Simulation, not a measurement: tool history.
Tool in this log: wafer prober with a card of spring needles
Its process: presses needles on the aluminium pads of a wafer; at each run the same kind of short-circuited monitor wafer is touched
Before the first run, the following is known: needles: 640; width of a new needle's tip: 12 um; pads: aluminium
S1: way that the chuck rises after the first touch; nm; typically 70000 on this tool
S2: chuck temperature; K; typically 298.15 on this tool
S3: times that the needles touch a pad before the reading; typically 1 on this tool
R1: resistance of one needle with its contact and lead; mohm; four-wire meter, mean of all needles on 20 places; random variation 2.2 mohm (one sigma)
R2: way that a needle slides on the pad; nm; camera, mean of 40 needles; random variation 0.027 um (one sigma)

Run 1, hour 0: usual settings. Result: R1 292 mohm, R2 11610 nm.
At hour 8: tips cleaned on abrasive film.
At hour 15.9: tips cleaned on abrasive film.
At hour 25.8: tips cleaned on abrasive film.
Run 2, hour 32.4: usual settings. Result: R1 342 mohm, R2 11560 nm.
At hour 34.5: tips cleaned on abrasive film.
At hour 44.4: tips cleaned on abrasive film.
At hour 54.3: tips cleaned on abrasive film.
At hour 62.3: tips cleaned on abrasive film.
At hour 72.2: tips cleaned on abrasive film.
At hour 80.1: tips cleaned on abrasive film.
At hour 90.1: tips cleaned on abrasive film.
Run 3, hour 90.9: usual settings. Result: R1 277 mohm, R2 11440 nm.
At hour 98.9: tips cleaned on abrasive film.
At hour 106.8: tips cleaned on abrasive film.
At hour 114.8: tips cleaned on abrasive film.
At hour 124.7: tips cleaned on abrasive film.
At hour 132.6: tips cleaned on abrasive film.
At hour 140.6: tips cleaned on abrasive film.
At hour 150.2: tips cleaned on abrasive film.
Run 4, hour 150.2: usual settings. Result: R1 262 mohm, R2 11330 nm.
At hour 158.1: tips cleaned on abrasive film.
At hour 166.1: tips cleaned on abrasive film.
At hour 174: tips cleaned on abrasive film.
At hour 183.9: tips cleaned on abrasive film.
At hour 191.9: tips cleaned on abrasive film.
At hour 199.8: tips cleaned on abrasive film.
At hour 204.1: height of the first contact set anew.
Run 5, hour 207.1: usual settings. Result: R1 357 mohm, R2 11130 nm.
At hour 209.1: tips cleaned on abrasive film.
At hour 217.1: tips cleaned on abrasive film.
At hour 225: tips cleaned on abrasive film.
At hour 234.9: tips cleaned on abrasive film.
Run 6, hour 242.3: usual settings. Result: R1 359 mohm, R2 11100 nm.
At hour 244.3: tips cleaned on abrasive film.
At hour 252.3: tips cleaned on abrasive film.
At hour 260.2: tips cleaned on abrasive film.
At hour 268.2: tips cleaned on abrasive film.
Run 7, hour 274.6: usual settings. Result: R1 351 mohm, R2 11060 nm.
At hour 276.6: tips cleaned on abrasive film.
At hour 286.5: tips cleaned on abrasive film.
At hour 296.4: tips cleaned on abrasive film.
Run 8, hour 300.5: usual settings. Result: R1 333 mohm, R2 11040 nm.
At hour 304.5: tips cleaned on abrasive film.
At hour 306.8: height of the first contact set anew, once more.
At hour 312.8: tips cleaned on abrasive film.
At hour 320.7: tips cleaned on abrasive film.
At hour 330.6: tips cleaned on abrasive film.
At hour 338.6: tips cleaned on abrasive film.
At hour 348.5: tips cleaned on abrasive film.
Run 9, hour 355.7: usual settings. Result: R1 355 mohm, R2 11790 nm.
At hour 357.8: tips cleaned on abrasive film.
At hour 365.8: tips cleaned on abrasive film.
At hour 373.7: tips cleaned on abrasive film.
At hour 381.7: tips cleaned on abrasive film.
At hour 389.6: tips cleaned on abrasive film.
At hour 399.5: tips cleaned on abrasive film.
At hour 407.5: tips cleaned on abrasive film.
Run 10, hour 412.9: usual settings. Result: R1 344 mohm, R2 11640 nm.
At hour 416.9: tips cleaned on abrasive film.
At hour 424.9: tips cleaned on abrasive film.
At hour 434.8: tips cleaned on abrasive film.
At hour 442.8: tips cleaned on abrasive film.
Run 11, hour 445.6: usual settings but S2 313.15 K. Result: R1 320 mohm, R2 11680 nm.
At hour 451.6: tips cleaned on abrasive film.
At hour 459.5: tips cleaned on abrasive film.
At hour 469.4: tips cleaned on abrasive film.
At hour 477.4: tips cleaned on abrasive film.
Run 12, hour 484.6: usual settings. Result: R1 353 mohm, R2 11580 nm.
At hour 486.6: tips cleaned on abrasive film.
At hour 494.6: tips cleaned on abrasive film.
At hour 504.5: tips cleaned on abrasive film.
At hour 512.4: tips cleaned on abrasive film.
At hour 520.4: tips cleaned on abrasive film.
At hour 530.3: tips cleaned on abrasive film.
Run 13, hour 533.4: usual settings. Result: R1 321 mohm, R2 11520 nm.
At hour 539.3: tips cleaned on abrasive film.
At hour 549.3: tips cleaned on abrasive film.
At hour 559.2: tips cleaned on abrasive film.
At hour 567.1: tips cleaned on abrasive film.
At hour 575.1: tips cleaned on abrasive film.
Run 14, hour 577.6: usual settings but S2 376.15 K, S3 2. Result: R1 310 mohm, R2 11430 nm.
At hour 583.6: tips cleaned on abrasive film.
At hour 593.5: tips cleaned on abrasive film.
At hour 603.4: tips cleaned on abrasive film.
Run 15, hour 604.3: usual settings but S1 53000 nm, S2 320.15 K. Result: R1 319 mohm, R2 8530 nm.
At hour 612.2: tips cleaned on abrasive film.
At hour 620.2: tips cleaned on abrasive film.
At hour 628.1: tips cleaned on abrasive film.
At hour 638.1: tips cleaned on abrasive film.
At hour 646: tips cleaned on abrasive film.
At hour 654: tips cleaned on abrasive film.
At hour 663.9: tips cleaned on abrasive film.
Run 16, hour 664.3: usual settings but S1 53000 nm, S2 320.15 K. Result: R1 300 mohm, R2 8420 nm.
At hour 672.2: tips cleaned on abrasive film.
At hour 682.1: tips cleaned on abrasive film.
At hour 694.1: card fitted with new needles.
At hour 702.1: tips cleaned on abrasive film.
At hour 710: tips cleaned on abrasive film.
At hour 719.9: tips cleaned on abrasive film.
At hour 727.9: tips cleaned on abrasive film.
Run 17, hour 731.3: usual settings but S1 84000 nm. Result: R1 285 mohm, R2 14180 nm.
At hour 737.2: tips cleaned on abrasive film.
At hour 747.2: tips cleaned on abrasive film.
At hour 755.1: tips cleaned on abrasive film.
Run 18, hour 758.3: usual settings but S1 60000 nm, S2 392.15 K. Result: R1 327 mohm, R2 10050 nm.
At hour 764.3: tips cleaned on abrasive film.
At hour 772.3: tips cleaned on abrasive film.
At hour 782.2: tips cleaned on abrasive film.
At hour 792.1: tips cleaned on abrasive film.
At hour 802: tips cleaned on abrasive film.
At hour 811.9: tips cleaned on abrasive film.
At hour 819.8: tips cleaned on abrasive film.
Run 19, hour 820.8: usual settings but S1 78000 nm, S2 327.15 K, S3 3. Result: R1 265 mohm, R2 13040 nm.
At hour 828.7: tips cleaned on abrasive film.
At hour 836.7: tips cleaned on abrasive film.
At hour 844.6: tips cleaned on abrasive film.
At hour 854.5: tips cleaned on abrasive film.
At hour 864.5: tips cleaned on abrasive film.
At hour 872.4: tips cleaned on abrasive film.
Run 20, hour 874.9: usual settings but S1 58000 nm, S2 384.15 K, S3 2. Result: R1 305 mohm, R2 9560 nm.
At hour 880.9: tips cleaned on abrasive film.
At hour 888.8: tips cleaned on abrasive film.
At hour 896.8: tips cleaned on abrasive film.
At hour 904.7: tips cleaned on abrasive film.
At hour 912.7: tips cleaned on abrasive film.
Run 21, hour 916.6: usual settings but S1 58000 nm, S2 384.15 K, S3 2. Result: R1 316 mohm, R2 9540 nm.
At hour 922.5: tips cleaned on abrasive film.
At hour 930.5: tips cleaned on abrasive film.
At hour 938.4: tips cleaned on abrasive film.
At hour 946.4: tips cleaned on abrasive film.
Run 22, hour 951.9: usual settings but S1 58000 nm, S2 337.15 K, S3 2. Result: R1 319 mohm, R2 9450 nm.
At hour 955.9: tips cleaned on abrasive film.
At hour 963.9: tips cleaned on abrasive film.
At hour 973.8: tips cleaned on abrasive film.
Run 23, hour 979.1: usual settings but S1 58000 nm, S2 337.15 K, S3 2. Result: R1 312 mohm, R2 9410 nm.

Below are 4 alternative next runs, each starting from the tool's condition after run 23. Predict each:
At hour 983.2: tips cleaned on abrasive film.
At hour 993.1: tips cleaned on abrasive film.
At hour 1003: tips cleaned on abrasive film.
At hour 1012.9: tips cleaned on abrasive film.
At hour 1022.8: tips cleaned on abrasive film.
At hour 1030.8: tips cleaned on abrasive film.
Run A, hour 1034.6: usual settings but S1 51000 nm, S2 337.15 K, S3 2. Result: R1 ?, R2 ?.
At hour 983.2: tips cleaned on abrasive film.
At hour 993.1: tips cleaned on abrasive film.
At hour 1003: tips cleaned on abrasive film.
At hour 1012.9: tips cleaned on abrasive film.
At hour 1022.8: tips cleaned on abrasive film.
At hour 1030.8: tips cleaned on abrasive film.
Run B, hour 1034.6: usual settings but S1 64000 nm, S2 337.15 K, S3 2. Result: R1 ?, R2 ?.
At hour 983.2: tips cleaned on abrasive film.
At hour 993.1: tips cleaned on abrasive film.
At hour 1003: tips cleaned on abrasive film.
At hour 1012.9: tips cleaned on abrasive film.
At hour 1022.8: tips cleaned on abrasive film.
At hour 1030.8: tips cleaned on abrasive film.
Run C, hour 1034.6: usual settings but S1 66000 nm, S2 304.15 K, S3 3. Result: R1 ?, R2 ?.
At hour 983.2: tips cleaned on abrasive film.
At hour 993.1: tips cleaned on abrasive film.
At hour 1003: tips cleaned on abrasive film.
At hour 1012.9: tips cleaned on abrasive film.
At hour 1022.8: tips cleaned on abrasive film.
At hour 1030.8: tips cleaned on abrasive film.
Run D, hour 1034.6: usual settings but S1 63000 nm, S2 337.15 K, S3 2. Result: R1 ?, R2 ?.

run   R1     R2
  A  319   8100
  B  303  10360
  C  280  10670
  D  303  10170
With the hidden condition removed and each run's random variation left untouched, the same runs would have given:
run   R1     R2
  A  261   8600
  B  264  10870
  C  256  11180
  D  262  10680
